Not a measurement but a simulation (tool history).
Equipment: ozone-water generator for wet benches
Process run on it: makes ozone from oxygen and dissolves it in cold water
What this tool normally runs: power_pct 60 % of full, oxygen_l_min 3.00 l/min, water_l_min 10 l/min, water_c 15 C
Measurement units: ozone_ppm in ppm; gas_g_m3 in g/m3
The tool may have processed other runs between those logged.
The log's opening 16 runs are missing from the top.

-- hour=859.9 water thermometer calibrated
run 17 hour=929.7 | power_pct=60 oxygen_l_min=3.00 water_l_min=10 water_c=15 | ozone_ppm=20.6 gas_g_m3=169.5
run 18 hour=991.5 | power_pct=60 oxygen_l_min=1.53 water_l_min=11 water_c=15 | ozone_ppm=15.7 gas_g_m3=213.2
run 19 hour=1053.0 | power_pct=60 oxygen_l_min=1.53 water_l_min=11 water_c=15 | ozone_ppm=15.7 gas_g_m3=212.7
-- hour=1065.9 water thermometer calibrated, once more
run 20 hour=1136.9 | power_pct=43 oxygen_l_min=3.11 water_l_min=7 water_c=12 | ozone_ppm=23.2 gas_g_m3=135.0
run 21 hour=1175.3 | power_pct=75 oxygen_l_min=3.00 water_l_min=9 water_c=15 | ozone_ppm=25.6 gas_g_m3=189.9
run 22 hour=1221.3 | power_pct=75 oxygen_l_min=3.00 water_l_min=9 water_c=8 | ozone_ppm=28.2 gas_g_m3=189.9
run 23 hour=1300.2 | power_pct=60 oxygen_l_min=3.00 water_l_min=8 water_c=15 | ozone_ppm=24.6 gas_g_m3=167.4
run 24 hour=1352.4 | power_pct=60 oxygen_l_min=3.00 water_l_min=9 water_c=20 | ozone_ppm=21.0 gas_g_m3=166.1
run 25 hour=1405.4 | power_pct=61 oxygen_l_min=5.26 water_l_min=10 water_c=18 | ozone_ppm=20.8 gas_g_m3=137.8
run 26 hour=1465.1 | power_pct=63 oxygen_l_min=2.66 water_l_min=11 water_c=22 | ozone_ppm=17.1 gas_g_m3=178.4

Estimate the outcome of run 27 from the log above:
run 27 hour=1545.2 | power_pct=60 oxygen_l_min=3.00 water_l_min=7 water_c=15 | ozone_ppm=? gas_g_m3=?

{"run 27": {"ozone_ppm": 26.6, "gas_g_m3": 168.0}}
If the tool had no hidden condition, the same run with the same run-to-run variation would have returned ozone_ppm 28.9 ppm, gas_g_m3 175.5 g/m3.
